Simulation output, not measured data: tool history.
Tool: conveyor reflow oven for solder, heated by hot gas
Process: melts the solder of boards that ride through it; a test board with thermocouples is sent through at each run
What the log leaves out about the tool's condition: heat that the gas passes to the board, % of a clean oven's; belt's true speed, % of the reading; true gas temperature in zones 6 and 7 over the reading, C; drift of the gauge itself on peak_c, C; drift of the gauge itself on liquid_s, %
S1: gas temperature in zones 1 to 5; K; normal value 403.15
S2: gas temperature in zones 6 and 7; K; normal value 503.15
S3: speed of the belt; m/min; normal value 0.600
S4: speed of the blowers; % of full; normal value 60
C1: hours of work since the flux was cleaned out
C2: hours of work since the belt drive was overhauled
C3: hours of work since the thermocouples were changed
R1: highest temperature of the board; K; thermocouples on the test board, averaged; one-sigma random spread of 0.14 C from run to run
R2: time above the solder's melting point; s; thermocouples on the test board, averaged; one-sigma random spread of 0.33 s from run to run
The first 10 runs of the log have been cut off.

run,hour,S1,S2,S3,S4,C1,C2,C3,R1,R2
11,108.6,390.15,503.15,0.600,60,54,421,690,480.75,43.9
12,121.0,403.15,503.15,0.600,60,63,429,699,483.05,50.6
13,134.1,403.15,503.15,0.600,60,72,439,708,483.45,50.5
14,148.2,403.15,503.15,0.600,60,81,448,718,483.45,50.3
15,155.2,403.15,503.15,0.600,60,86,453,722,483.45,50.6
16,164.7,400.15,492.15,0.495,67,93,460,729,480.95,60.7
17,178.2,400.15,492.15,0.495,79,102,469,738,483.65,65.0
18,191.0,403.15,503.15,0.603,88,111,478,747,490.15,58.1
19,201.5,403.15,494.15,0.600,74,118,485,754,479.55,48.3
20,207.9,414.15,513.15,0.689,74,122,489,759,493.15,54.9
21,218.9,404.15,504.15,0.676,60,130,497,766,479.05,40.7
22,232.0,403.15,503.15,0.600,58,139,506,775,482.05,49.6
23,239.6,403.15,503.15,0.600,58,144,511,780,482.05,48.9
24,248.5,403.15,503.15,0.600,58,150,517,787,482.05,48.9
25,255.7,403.15,500.15,0.604,58,155,522,791,479.25,46.0
26,265.6,403.15,496.15,0.670,84,162,529,798,480.05,43.4
27,274.0,403.15,513.15,0.698,74,168,535,804,489.95,48.9
28,285.0,403.15,513.15,0.698,74,175,542,812,489.65,48.9
29,293.9,392.15,498.15,0.537,65,181,548,818,482.05,52.5
30,305.0,392.15,498.15,0.537,65,189,556,825,481.85,52.7

Each row is a separate what-if for the run after 30, all from the same tool condition, not one after another. Results?
A,319.7,407.15,503.15,0.600,60,199,566,835,?,?
B,319.7,392.15,504.15,0.537,65,199,566,835,?,?
C,319.7,392.15,510.15,0.537,65,199,566,835,?,?
D,319.7,392.15,498.15,0.667,65,199,566,835,?,?

run,R1,R2
A,483.45,52.3
B,487.15,58.6
C,492.45,63.0
D,473.65,32.1
With no hidden state in the tool, these same runs would have given:
run,R1,R2
A,482.95,51.0
B,486.55,57.2
C,491.95,61.6
D,473.35,31.4
